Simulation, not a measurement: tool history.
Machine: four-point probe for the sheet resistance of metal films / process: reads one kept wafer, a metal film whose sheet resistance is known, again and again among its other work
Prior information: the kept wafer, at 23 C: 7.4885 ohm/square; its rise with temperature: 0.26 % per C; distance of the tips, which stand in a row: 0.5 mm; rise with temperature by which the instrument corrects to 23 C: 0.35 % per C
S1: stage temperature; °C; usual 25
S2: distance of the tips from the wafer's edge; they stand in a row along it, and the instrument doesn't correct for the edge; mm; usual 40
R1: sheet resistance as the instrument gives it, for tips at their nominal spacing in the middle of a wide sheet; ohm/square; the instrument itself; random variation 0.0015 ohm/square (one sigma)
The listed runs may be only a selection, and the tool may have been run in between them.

run 1 hour=0.0 | S1=25 S2=40 | R1=7.471666
run 2 hour=14.6 | S1=25 S2=40 | R1=7.470411
run 3 hour=33.9 | S1=25 S2=5 | R1=7.508885
run 4 hour=66.1 | S1=25 S2=5 | R1=7.508527
run 5 hour=97.1 | S1=25 S2=5 | R1=7.505773
run 6 hour=129.8 | S1=25 S2=5 | R1=7.504942
run 7 hour=145.4 | S1=25 S2=5 | R1=7.506315
run 8 hour=175.1 | S1=25 S2=13 | R1=7.470373
run 9 hour=199.7 | S1=25 S2=40 | R1=7.464791
run 10 hour=217.4 | S1=25 S2=40 | R1=7.464222
run 11 hour=248.8 | S1=25 S2=40 | R1=7.462950
run 12 hour=269.1 | S1=25 S2=40 | R1=7.463587
run 13 hour=284.2 | S1=25 S2=40 | R1=7.462243
run 14 hour=308.4 | S1=22 S2=40 | R1=7.482482
run 15 hour=335.1 | S1=25 S2=40 | R1=7.460964
run 16 hour=354.0 | S1=25 S2=40 | R1=7.458580
run 17 hour=380.5 | S1=25 S2=40 | R1=7.460110
run 18 hour=399.4 | S1=25 S2=40 | R1=7.458027
run 19 hour=421.3 | S1=25 S2=54 | R1=7.462251
run 20 hour=446.2 | S1=25 S2=41 | R1=7.459000
run 21 hour=475.6 | S1=25 S2=40 | R1=7.457446
run 22 hour=494.1 | S1=25 S2=3 | R1=7.566965
run 23 hour=523.8 | S1=25 S2=3 | R1=7.565464
run 24 hour=550.7 | S1=25 S2=3 | R1=7.566695
run 25 hour=577.9 | S1=34 S2=40 | R1=7.393770
run 26 hour=603.7 | S1=34 S2=40 | R1=7.394375
run 27 hour=619.7 | S1=29 S2=8 | R1=7.444208
run 28 hour=636.9 | S1=21 S2=15 | R1=7.484621
run 29 hour=655.5 | S1=21 S2=15 | R1=7.483020
run 30 hour=687.0 | S1=20 S2=11 | R1=7.494047
run 31 hour=715.5 | S1=20 S2=11 | R1=7.494007
run 32 hour=745.4 | S1=20 S2=11 | R1=7.492397
run 33 hour=774.3 | S1=21 S2=4 | R1=7.536416
run 34 hour=794.0 | S1=21 S2=4 | R1=7.541848
run 35 hour=824.3 | S1=19 S2=34 | R1=7.490942
run 36 hour=847.6 | S1=26 S2=10 | R1=7.451201
run 37 hour=872.1 | S1=24 S2=22 | R1=7.457637
run 38 hour=892.3 | S1=24 S2=22 | R1=7.456763
run 39 hour=911.4 | S1=33 S2=7 | R1=7.414938
run 40 hour=933.2 | S1=28 S2=57 | R1=7.425485
run 41 hour=958.1 | S1=22 S2=15 | R1=7.471050
run 42 hour=975.2 | S1=22 S2=15 | R1=7.468943
run 43 hour=991.3 | S1=25 S2=5 | R1=7.483277
run 44 hour=1020.2 | S1=25 S2=5 | R1=7.483780
run 45 hour=1036.4 | S1=25 S2=5 | R1=7.481536

What would each run have given without the hidden state, its run-to-run variation left as it was?
The hidden state here: inner tips' distance over the nominal, %; tips' flats over new ones', %; wafer's true temperature over the reading, C; drift of the gauge itself on sheet_ohm, %.
run=1 R1=7.477393
run=2 R1=7.476502
run=3 R1=7.515504
run=4 R1=7.515964
run=5 R1=7.514031
run=6 R1=7.513965
run=7 R1=7.515749
run=8 R1=7.480519
run=9 R1=7.475541
run=10 R1=7.475434
run=11 R1=7.474917
run=12 R1=7.476075
run=13 R1=7.475102
run=14 R1=7.496085
run=15 R1=7.475136
run=16 R1=7.473232
run=17 R1=7.475449
run=18 R1=7.473848
run=19 R1=7.478685
run=20 R1=7.476060
run=21 R1=7.475281
run=22 R1=7.585551
run=23 R1=7.584818
run=24 R1=7.586762
run=25 R1=7.413926
run=26 R1=7.415187
run=27 R1=7.465651
run=28 R1=7.506757
run=29 R1=7.505628
run=30 R1=7.517442
run=31 R1=7.518171
run=32 R1=7.517311
run=33 R1=7.562170
run=34 R1=7.568082
run=35 R1=7.517839
run=36 R1=7.478355
run=37 R1=7.485539
run=38 R1=7.485165
run=39 R1=7.443427
run=40 R1=7.454759
run=41 R1=7.501330
run=42 R1=7.499643
run=43 R1=7.514379
run=44 R1=7.515668
run=45 R1=7.513852
